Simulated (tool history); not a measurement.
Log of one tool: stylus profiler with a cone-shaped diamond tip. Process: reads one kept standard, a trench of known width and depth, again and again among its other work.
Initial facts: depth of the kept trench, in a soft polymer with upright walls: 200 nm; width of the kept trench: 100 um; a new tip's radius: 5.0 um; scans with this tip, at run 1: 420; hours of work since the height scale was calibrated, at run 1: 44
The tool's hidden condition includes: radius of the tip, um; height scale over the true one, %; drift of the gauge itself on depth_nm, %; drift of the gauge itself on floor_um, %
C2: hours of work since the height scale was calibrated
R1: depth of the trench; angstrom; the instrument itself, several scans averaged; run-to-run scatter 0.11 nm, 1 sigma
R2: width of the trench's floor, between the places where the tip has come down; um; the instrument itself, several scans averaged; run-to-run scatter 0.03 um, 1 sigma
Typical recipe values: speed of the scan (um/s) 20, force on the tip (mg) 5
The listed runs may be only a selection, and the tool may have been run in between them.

run 1 hour=0 | speed_of_the_scan_(um/s)=20 force_on_the_tip_(mg)=5 | scans_with_this_tip=420 C2=44 | R1=2040.5 R2=97.09
run 2 hour=20.9 | speed_of_the_scan_(um/s)=20 force_on_the_tip_(mg)=3.29 | scans_with_this_tip=559 C2=59 | R1=2027.6 R2=97.02
run 3 hour=37.2 | speed_of_the_scan_(um/s)=8 force_on_the_tip_(mg)=3.29 | scans_with_this_tip=668 C2=70 | R1=2029.6 R2=97.12
run 4 hour=57.5 | speed_of_the_scan_(um/s)=8 force_on_the_tip_(mg)=3.29 | scans_with_this_tip=804 C2=85 | R1=2028.8 R2=97.11
run 5 hour=82.4 | speed_of_the_scan_(um/s)=8 force_on_the_tip_(mg)=3.29 | scans_with_this_tip=970 C2=102 | R1=2030.6 R2=97.09
run 6 hour=95.9 | speed_of_the_scan_(um/s)=8 force_on_the_tip_(mg)=3.29 | scans_with_this_tip=1060 C2=112 | R1=2030.4 R2=97.15
run 7 hour=117 | speed_of_the_scan_(um/s)=8 force_on_the_tip_(mg)=3.29 | scans_with_this_tip=1201 C2=126 | R1=2031 R2=97.06
run 8 hour=133.7 | speed_of_the_scan_(um/s)=8 force_on_the_tip_(mg)=3.29 | scans_with_this_tip=1312 C2=138 | R1=2032.3 R2=97.05
run 9 hour=151.9 | speed_of_the_scan_(um/s)=53 force_on_the_tip_(mg)=3.29 | scans_with_this_tip=1434 C2=151 | R1=2030.5 R2=96.88
run 10 hour=174.7 | speed_of_the_scan_(um/s)=53 force_on_the_tip_(mg)=3.29 | scans_with_this_tip=1586 C2=167 | R1=2030.8 R2=96.88
run 11 hour=197.1 | speed_of_the_scan_(um/s)=10 force_on_the_tip_(mg)=5 | scans_with_this_tip=1736 C2=183 | R1=2041.5 R2=97.09
run 12 hour=209.9 | speed_of_the_scan_(um/s)=10 force_on_the_tip_(mg)=5 | scans_with_this_tip=1822 C2=192 | R1=2040.2 R2=97.02
run 13 hour=221 | speed_of_the_scan_(um/s)=20 force_on_the_tip_(mg)=5 | scans_with_this_tip=1896 C2=200 | R1=2040 R2=97.01
-- hour=223.8 height scale calibrated on a step standard
run 14 hour=242.2 | speed_of_the_scan_(um/s)=20 force_on_the_tip_(mg)=5 | scans_with_this_tip=2034 C2=13 | R1=2040.9 R2=97.05
run 15 hour=260.9 | speed_of_the_scan_(um/s)=20 force_on_the_tip_(mg)=5 | scans_with_this_tip=2159 C2=26 | R1=2038.4 R2=97.02
run 16 hour=274 | speed_of_the_scan_(um/s)=20 force_on_the_tip_(mg)=5 | scans_with_this_tip=2246 C2=35 | R1=2039.4 R2=97.03
run 17 hour=297.5 | speed_of_the_scan_(um/s)=20 force_on_the_tip_(mg)=5 | scans_with_this_tip=2403 C2=52 | R1=2037.8 R2=96.95
run 18 hour=322.3 | speed_of_the_scan_(um/s)=5 force_on_the_tip_(mg)=5 | scans_with_this_tip=2569 C2=69 | R1=2037.9 R2=97.06
run 19 hour=347.4 | speed_of_the_scan_(um/s)=5 force_on_the_tip_(mg)=5 | scans_with_this_tip=2736 C2=87 | R1=2036.9 R2=97.01
-- hour=355.9 height scale calibrated on a step standard, once more
run 20 hour=363 | speed_of_the_scan_(um/s)=5 force_on_the_tip_(mg)=5 | scans_with_this_tip=2837 C2=5 | R1=2039 R2=97.02
run 21 hour=375 | speed_of_the_scan_(um/s)=5 force_on_the_tip_(mg)=5 | scans_with_this_tip=2917 C2=13 | R1=2040.4 R2=97.01
run 22 hour=391.1 | speed_of_the_scan_(um/s)=5 force_on_the_tip_(mg)=5 | scans_with_this_tip=3025 C2=25 | R1=2041.3 R2=97.02
run 23 hour=405.8 | speed_of_the_scan_(um/s)=20 force_on_the_tip_(mg)=5 | scans_with_this_tip=3123 C2=35 | R1=2039.8 R2=96.95
run 24 hour=424 | speed_of_the_scan_(um/s)=14 force_on_the_tip_(mg)=14.17 | scans_with_this_tip=3244 C2=48 | R1=2083.5 R2=97
run 25 hour=437.6 | speed_of_the_scan_(um/s)=32 force_on_the_tip_(mg)=8.66 | scans_with_this_tip=3336 C2=57 | R1=2058.9 R2=96.92
run 26 hour=461.4 | speed_of_the_scan_(um/s)=71 force_on_the_tip_(mg)=2.27 | scans_with_this_tip=3495 C2=74 | R1=2024.4 R2=96.61
run 27 hour=487.8 | speed_of_the_scan_(um/s)=20 force_on_the_tip_(mg)=1.69 | scans_with_this_tip=3671 C2=93 | R1=2017.4 R2=96.87
run 28 hour=513.3 | speed_of_the_scan_(um/s)=20 force_on_the_tip_(mg)=1.69 | scans_with_this_tip=3841 C2=111 | R1=2016 R2=96.89
run 29 hour=524.1 | speed_of_the_scan_(um/s)=20 force_on_the_tip_(mg)=1.69 | scans_with_this_tip=3913 C2=118 | R1=2017.5 R2=96.84
run 30 hour=535.2 | speed_of_the_scan_(um/s)=20 force_on_the_tip_(mg)=1.69 | scans_with_this_tip=3987 C2=126 | R1=2020.3 R2=96.89
run 31 hour=557 | speed_of_the_scan_(um/s)=20 force_on_the_tip_(mg)=2.76 | scans_with_this_tip=4133 C2=141 | R1=2028.2 R2=96.88
run 32 hour=575.1 | speed_of_the_scan_(um/s)=21 force_on_the_tip_(mg)=6.81 | scans_with_this_tip=4254 C2=154 | R1=2048.9 R2=96.93
run 33 hour=589.3 | speed_of_the_scan_(um/s)=5 force_on_the_tip_(mg)=11.48 | scans_with_this_tip=4349 C2=164 | R1=2070.3 R2=96.93
run 34 hour=602.1 | speed_of_the_scan_(um/s)=33 force_on_the_tip_(mg)=11.48 | scans_with_this_tip=4434 C2=173 | R1=2070.2 R2=96.85
run 35 hour=623 | speed_of_the_scan_(um/s)=10 force_on_the_tip_(mg)=2.9 | scans_with_this_tip=4574 C2=188 | R1=2026.9 R2=96.98
run 36 hour=640.4 | speed_of_the_scan_(um/s)=7 force_on_the_tip_(mg)=5.44 | scans_with_this_tip=4690 C2=200 | R1=2042.6 R2=96.91
run 37 hour=664.9 | speed_of_the_scan_(um/s)=25 force_on_the_tip_(mg)=2.99 | scans_with_this_tip=4854 C2=217 | R1=2027.5 R2=96.83
run 38 hour=678.8 | speed_of_the_scan_(um/s)=20 force_on_the_tip_(mg)=14.58 | scans_with_this_tip=4946 C2=227 | R1=2083.3 R2=96.94
run 39 hour=704.8 | speed_of_the_scan_(um/s)=6 force_on_the_tip_(mg)=2.19 | scans_with_this_tip=5120 C2=245 | R1=2023.1 R2=96.88
run 40 hour=722.9 | speed_of_the_scan_(um/s)=19 force_on_the_tip_(mg)=7.87 | scans_with_this_tip=5241 C2=258 | R1=2053.2 R2=96.87
run 41 hour=735.9 | speed_of_the_scan_(um/s)=19 force_on_the_tip_(mg)=7.87 | scans_with_this_tip=5328 C2=267 | R1=2053.4 R2=96.9
run 42 hour=751.1 | speed_of_the_scan_(um/s)=20 force_on_the_tip_(mg)=7.95 | scans_with_this_tip=5429 C2=278 | R1=2054.7 R2=96.89
run 43 hour=763.1 | speed_of_the_scan_(um/s)=24 force_on_the_tip_(mg)=2.93 | scans_with_this_tip=5509 C2=286 | R1=2026.8 R2=96.72
run 44 hour=788.8 | speed_of_the_scan_(um/s)=13 force_on_the_tip_(mg)=9.34 | scans_with_this_tip=5681 C2=304 | R1=2060.9 R2=96.88
run 45 hour=809.2 | speed_of_the_scan_(um/s)=45 force_on_the_tip_(mg)=9.38 | scans_with_this_tip=5817 C2=319 | R1=2061 R2=96.79
run 46 hour=833.7 | speed_of_the_scan_(um/s)=8 force_on_the_tip_(mg)=4.01 | scans_with_this_tip=5981 C2=336 | R1=2034.2 R2=96.92

4 ways to go on from here, each from the tool as it stands after run 46. What would each give?
run A hour=848.1 | speed_of_the_scan_(um/s)=8 force_on_the_tip_(mg)=13.36 | scans_with_this_tip=6077 C2=346 | R1=? R2=?
run B hour=848.1 | speed_of_the_scan_(um/s)=8 force_on_the_tip_(mg)=3.37 | scans_with_this_tip=6077 C2=346 | R1=? R2=?
run C hour=848.1 | speed_of_the_scan_(um/s)=14 force_on_the_tip_(mg)=5 | scans_with_this_tip=6077 C2=346 | R1=? R2=?
run D hour=848.1 | speed_of_the_scan_(um/s)=39 force_on_the_tip_(mg)=8.67 | scans_with_this_tip=6077 C2=346 | R1=? R2=?

run=A R1=2076.7 R2=96.89
run=B R1=2028.2 R2=96.85
run=C R1=2037.5 R2=96.83
run=D R1=2056.5 R2=96.76
Take away the tool's hidden state, keep each run's random variation, and the runs would have read:
run=A R1=2079.8 R2=97.19
run=B R1=2031.2 R2=97.15
run=C R1=2040.5 R2=97.13
run=D R1=2059.6 R2=97.06

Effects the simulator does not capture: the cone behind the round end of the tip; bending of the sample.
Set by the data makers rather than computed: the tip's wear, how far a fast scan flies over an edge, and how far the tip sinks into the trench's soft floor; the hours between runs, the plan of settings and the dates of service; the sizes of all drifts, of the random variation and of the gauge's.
